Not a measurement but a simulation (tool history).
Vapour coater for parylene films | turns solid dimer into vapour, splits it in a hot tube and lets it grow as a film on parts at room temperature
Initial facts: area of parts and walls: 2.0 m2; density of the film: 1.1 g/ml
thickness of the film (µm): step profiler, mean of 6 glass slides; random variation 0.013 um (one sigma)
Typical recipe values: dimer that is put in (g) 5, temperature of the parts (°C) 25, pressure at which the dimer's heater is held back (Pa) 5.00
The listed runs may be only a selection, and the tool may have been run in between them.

run	day	dimer that is put in (g)	temperature of the parts (°C)	pressure at which the dimer's heater is held back (Pa)	thickness of the film (µm)
1	0.000	5	25	5.00	1.08
2	0.592	5	25	5.00	1.07
3	1.558	5	17	5.00	1.53
4	2.462	5	17	5.00	1.52
5	2.954	5	17	5.00	1.54
6	4.054	5	18	5.00	1.45
7	4.679	5	18	5.00	1.44
8	5.471	5	18	5.00	1.46
9	6.421	5	18	5.00	1.45
10	7.325	5	18	5.00	1.46
11	7.846	5	18	5.00	1.47
12	8.471	5	18	5.00	1.44
13	9.421	5	25	5.00	1.06
14	10.292	5	25	5.00	1.05
15	11.146	5	25	5.00	1.06
16	12.025	5	25	5.00	1.06
17	12.567	5	25	5.00	1.03
# day 12.662: table's thermometer calibrated
18	13.462	5	25	5.00	1.04
19	14.438	5	25	5.00	1.06
20	15.067	5	20	5.00	1.32
21	15.821	5	20	5.00	1.33
22	16.296	2	25	5.00	0.41
23	16.838	5	26	5.00	0.98
# day 17.358: table's thermometer calibrated, once more
24	17.521	7	25	5.00	1.44
25	18.617	7	25	5.00	1.43
26	19.621	7	25	5.00	1.41
27	20.296	7	25	5.00	1.43
28	20.962	7	25	5.00	1.43
29	21.508	3	23	2.72	0.69
30	22.346	3	22	2.72	0.74
31	22.904	4	35	2.72	0.56
32	24.021	2	25	6.02	0.41
33	24.492	2	25	2.35	0.41
34	25.479	2	25	2.35	0.43
35	26.362	5	28	10.55	0.83
36	27.112	5	28	10.55	0.82
37	27.825	3	18	3.28	0.86
38	28.488	4	22	5.44	0.90
39	29.362	5	25	7.49	0.95
40	29.833	4	28	6.56	0.69
41	30.896	4	24	6.56	0.81
42	31.550	4	24	6.56	0.82
43	32.067	7	25	5.00	1.39
44	32.667	3	17	8.42	0.83

Pick out some run-to-run changes in thickness of the film (µm). Of each, how much would a tool without hidden state show as well, from the settings, what came in and chance, and how much is left for the hidden state and any gauge scatter not in both results compared?
Hidden state at play: vapour lost through the trap's worn valve, %; true temperature of the parts over the reading, C; drift of the gauge itself on film_um, %.
Run 21 -> 22: dimer that is put in (g) 5 -> 2, temperature of the parts (°C) 20 -> 25. thickness of the film (µm) -0.92: hidden state +0.04, all else -0.96.
Run 22 -> 23: dimer that is put in (g) 2 -> 5, temperature of the parts (°C) 25 -> 26. thickness of the film (µm) +0.57: hidden state -0.03, all else +0.60.
Run 28 -> 29: dimer that is put in (g) 7 -> 3, temperature of the parts (°C) 25 -> 23, pressure at which the dimer's heater is held back (Pa) 5.00 -> 2.72. thickness of the film (µm) -0.74: hidden state +0.06, all else -0.80.
Run 42 -> 43: dimer that is put in (g) 4 -> 7, temperature of the parts (°C) 24 -> 25, pressure at which the dimer's heater is held back (Pa) 6.56 -> 5.00. thickness of the film (µm) +0.57: hidden state -0.07, all else +0.64.
Run 43 -> 44: dimer that is put in (g) 7 -> 3, temperature of the parts (°C) 25 -> 17, pressure at which the dimer's heater is held back (Pa) 5.00 -> 8.42. thickness of the film (µm) -0.56: hidden state +0.07, all else -0.63.

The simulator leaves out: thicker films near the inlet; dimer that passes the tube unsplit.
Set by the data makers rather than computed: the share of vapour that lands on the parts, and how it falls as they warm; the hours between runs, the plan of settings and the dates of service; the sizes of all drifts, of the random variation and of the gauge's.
